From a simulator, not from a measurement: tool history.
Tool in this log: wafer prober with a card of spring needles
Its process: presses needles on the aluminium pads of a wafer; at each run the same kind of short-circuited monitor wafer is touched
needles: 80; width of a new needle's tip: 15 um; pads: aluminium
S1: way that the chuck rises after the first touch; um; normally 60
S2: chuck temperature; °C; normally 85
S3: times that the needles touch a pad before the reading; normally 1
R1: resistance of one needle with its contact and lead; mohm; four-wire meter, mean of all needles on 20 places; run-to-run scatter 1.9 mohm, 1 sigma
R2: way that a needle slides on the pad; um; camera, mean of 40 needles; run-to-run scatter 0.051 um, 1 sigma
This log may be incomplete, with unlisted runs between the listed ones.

run     day  S1  S2  S3   R1     R2
  1       0  60  85   1  225  13.09
      0.158  -- tips cleaned on abrasive film
      0.346  -- tips cleaned on abrasive film
      0.542  -- tips cleaned on abrasive film
  2   0.696  60  85   1  246  13.07
      0.738  -- tips cleaned on abrasive film
      0.933  -- tips cleaned on abrasive film
      1.117  -- tips cleaned on abrasive film
  3   1.154  60  85   1  220  12.95
      1.275  -- tips cleaned on abrasive film
      1.475  -- tips cleaned on abrasive film
  4   1.533  60  85   1  228  12.83
      1.654  -- tips cleaned on abrasive film
      1.833  -- tips cleaned on abrasive film
      2.012  -- tips cleaned on abrasive film
  5   2.012  60  85   1  206  12.86
      2.196  -- tips cleaned on abrasive film
      2.388  -- tips cleaned on abrasive film
      2.583  -- tips cleaned on abrasive film
  6   2.583  60  85   1  208  12.85
      2.771  -- tips cleaned on abrasive film
      2.971  -- tips cleaned on abrasive film
      3.129  -- tips cleaned on abrasive film
  7   3.171  62  85   1  216  13.34
      3.329  -- tips cleaned on abrasive film
      3.521  -- tips cleaned on abrasive film
  8   3.671  62  85   1  243  13.28
      3.717  -- tips cleaned on abrasive film
      3.912  -- tips cleaned on abrasive film
  9   4.054  62  85   1  241  13.25
      4.096  -- tips cleaned on abrasive film
      4.275  -- tips cleaned on abrasive film
      4.471  -- tips cleaned on abrasive film
      4.633  -- height of the first contact set anew
      4.671  -- tips cleaned on abrasive film
 10   4.708  62  85   1  221  13.59
      4.858  -- tips cleaned on abrasive film
      5.033  -- tips cleaned on abrasive film
 11   5.033  63  85   1  206  13.77
      5.196  -- tips cleaned on abrasive film
      5.371  -- tips cleaned on abrasive film
      5.554  -- tips cleaned on abrasive film
 12   5.642  60  85   1  234  13.19
      5.725  -- tips cleaned on abrasive film
      5.888  -- tips cleaned on abrasive film
      6.054  -- tips cleaned on abrasive film
 13   6.054  60  85   1  207  13.08
      6.212  -- tips cleaned on abrasive film
      6.404  -- tips cleaned on abrasive film
 14   6.558  60  85   1  244   13.1
      6.604  -- tips cleaned on abrasive film
      6.804  -- tips cleaned on abrasive film
      6.992  -- tips cleaned on abrasive film
 15   6.992  60  85   1  206     13
      7.192  -- tips cleaned on abrasive film
      7.388  -- tips cleaned on abrasive film
      7.546  -- tips cleaned on abrasive film
 16     7.6  69  85   1  215  14.99
      7.721  -- tips cleaned on abrasive film
      7.879  -- tips cleaned on abrasive film
      8.062  -- tips cleaned on abrasive film
 17   8.062  75  85   2  205  16.17
      8.258  -- tips cleaned on abrasive film
 18   8.375  75  85   2  211  16.32
      8.458  -- tips cleaned on abrasive film
      8.654  -- tips cleaned on abrasive film
 19   8.804  60  51   3  211  12.79
      8.846  -- tips cleaned on abrasive film
      9.025  -- tips cleaned on abrasive film
      9.217  -- tips cleaned on abrasive film
      9.408  -- tips cleaned on abrasive film
 20   9.488  61  52   2  217  13.07
      9.571  -- tips cleaned on abrasive film
      9.771  -- tips cleaned on abrasive film
      9.962  -- tips cleaned on abrasive film
 21  10.112  47  52   1  281  10.01
     10.158  -- tips cleaned on abrasive film
     10.346  -- tips cleaned on abrasive film
     10.542  -- tips cleaned on abrasive film
     10.733  -- tips cleaned on abrasive film
 22  10.733  60  85   1  212  12.76
     10.917  -- tips cleaned on abrasive film
     11.112  -- tips cleaned on abrasive film
     11.304  -- tips cleaned on abrasive film
 23  11.412  60  85   1  241  12.74
     11.496  -- tips cleaned on abrasive film
     11.546  -- height of the first contact set anew
     11.667  -- tips cleaned on abrasive film
     11.858  -- tips cleaned on abrasive film
 24  11.942  60  85   1  234  13.05

A few steps of R1 between consecutive runs. Split each: what settings, incoming material and random variation would produce without the hidden state, and what is left over for the hidden state, along with gauge scatter present in only one of the two compared results (measured, and without hidden state):
What the log doesn't record here: debris on the tips, nm; way that the needles fall short of the set height, um; tips' diameter, um; drift of the gauge itself on contact_mohm, %; drift of the gauge itself on scrub_um, %.
Run 20 -> 21: S1 61 -> 47, S3 2 -> 1, tips cleaned on abrasive film, tips cleaned on abrasive film, tips cleaned on abrasive film. R1 +64 mohm: hidden state +60, all else +4.
Run 21 -> 22: S1 47 -> 60, S2 52 -> 85, tips cleaned on abrasive film, tips cleaned on abrasive film, tips cleaned on abrasive film, tips cleaned on abrasive film. R1 -69 mohm: hidden state -74, all else +5.
